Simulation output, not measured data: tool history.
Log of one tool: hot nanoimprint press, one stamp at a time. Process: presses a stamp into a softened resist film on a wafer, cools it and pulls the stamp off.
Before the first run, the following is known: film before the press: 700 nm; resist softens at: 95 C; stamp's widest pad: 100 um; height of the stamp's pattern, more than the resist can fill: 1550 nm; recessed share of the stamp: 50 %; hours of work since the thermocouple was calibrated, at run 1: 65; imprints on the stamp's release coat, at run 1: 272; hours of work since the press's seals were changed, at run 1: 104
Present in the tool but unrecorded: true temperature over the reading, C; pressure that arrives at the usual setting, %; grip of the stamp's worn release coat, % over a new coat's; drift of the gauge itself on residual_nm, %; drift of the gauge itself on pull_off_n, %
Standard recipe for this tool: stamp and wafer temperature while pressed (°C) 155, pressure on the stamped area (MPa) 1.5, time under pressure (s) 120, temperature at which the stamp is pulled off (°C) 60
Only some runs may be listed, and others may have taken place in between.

run   hour  stamp and wafer temperature while pressed (°C)  pressure on the stamped area (MPa)  time under pressure (s)  temperature at which the stamp is pulled off (°C)  hours of work since the thermocouple was calibrated  imprints on the stamp's release coat  hours of work since the press's seals were changed  resist left under the stamp's widest pad (Å)  greatest force while the stamp is pulled off (N)
  1      0                                             155                                 1.5                      120                                                 60                                                   65                                   272                                                 104                                          2739                                               183
  2     18                                             155                                 1.5                      120                                                 60                                                   76                                   308                                                 115                                          2765                                               190
  3   34.5                                             155                                 1.5                      120                                                 60                                                   86                                   341                                                 125                                          2739                                               186
  4   53.9                                             155                                 1.5                      120                                                 60                                                   98                                   379                                                 137                                          2780                                               188
  5   80.4                                             155                                 1.5                      120                                                 60                                                  114                                   432                                                 153                                          2775                                               203
  6    103                                             155                                 1.5                      120                                                 60                                                  127                                   477                                                 166                                          2779                                               207
  7  114.3                                             155                                 1.5                      120                                                 60                                                  134                                   499                                                 173                                          2822                                               199
  8  130.7                                             155                                 1.5                      120                                                 60                                                  144                                   532                                                 183                                          2763                                               210
  9  144.9                                             155                                 1.5                      120                                                 60                                                  152                                   560                                                 191                                          2780                                               206
     150.3  -- plate thermocouple calibrated
 10  164.9                                             155                                 1.5                      120                                                 60                                                    9                                   594                                                 202                                          2806                                               210
 11  190.7                                             155                                 1.5                      120                                                 60                                                   24                                   645                                                 217                                          2825                                               223
 12  217.4                                             155                                 1.5                      120                                                 60                                                   40                                   698                                                 233                                          2812                                               220
 13  228.6                                             155                                 1.5                      120                                                 60                                                   47                                   720                                                 240                                          2884                                               217
     248.9  -- plate thermocouple calibrated, once more
 14  256.3                                             155                                2.13                      120                                                 60                                                    4                                   769                                                 255                                          2237                                               223
 15  274.9                                             155                                 1.5                       70                                                 60                                                   16                                   806                                                 266                                          3266                                               230
 16  299.9                                             154                                 1.5                      120                                                 60                                                   31                                   856                                                 281                                          2836                                               229
 17  316.8                                             152                                 1.5                      120                                                 57                                                   41                                   889                                                 291                                          3159                                               236
 18  328.6                                             152                                1.39                       61                                                 57                                                   48                                   913                                                 298                                          4028                                               244
     338.9  -- stamp cleaned and given a new release coat
 19  351.9                                             152                                1.39                       61                                                 57                                                   58                                    26                                                 309                                          4077                                               173
 20  368.9                                             152                                1.39                       61                                                 57                                                   69                                    60                                                 319                                          3992                                               174
 21  387.4                                             162                                1.16                      202                                                 57                                                   80                                    97                                                 330                                          1972                                               173
 22  398.9                                             162                                0.99                       81                                                 54                                                   87                                   119                                                 337                                          3008                                               181

The next listed run, before its measurement:
 23  418.1                                             162                                0.99                       81                                                 54                                                   98                                   158                                                 348                                             ?                                                 ?

resist left under the stamp's widest pad (Å): 3008
greatest force while the stamp is pulled off (N): 184
Minus the tool's unlogged condition, the same run would have read resist left under the stamp's widest pad (Å) 2935, greatest force while the stamp is pulled off (N) 171.

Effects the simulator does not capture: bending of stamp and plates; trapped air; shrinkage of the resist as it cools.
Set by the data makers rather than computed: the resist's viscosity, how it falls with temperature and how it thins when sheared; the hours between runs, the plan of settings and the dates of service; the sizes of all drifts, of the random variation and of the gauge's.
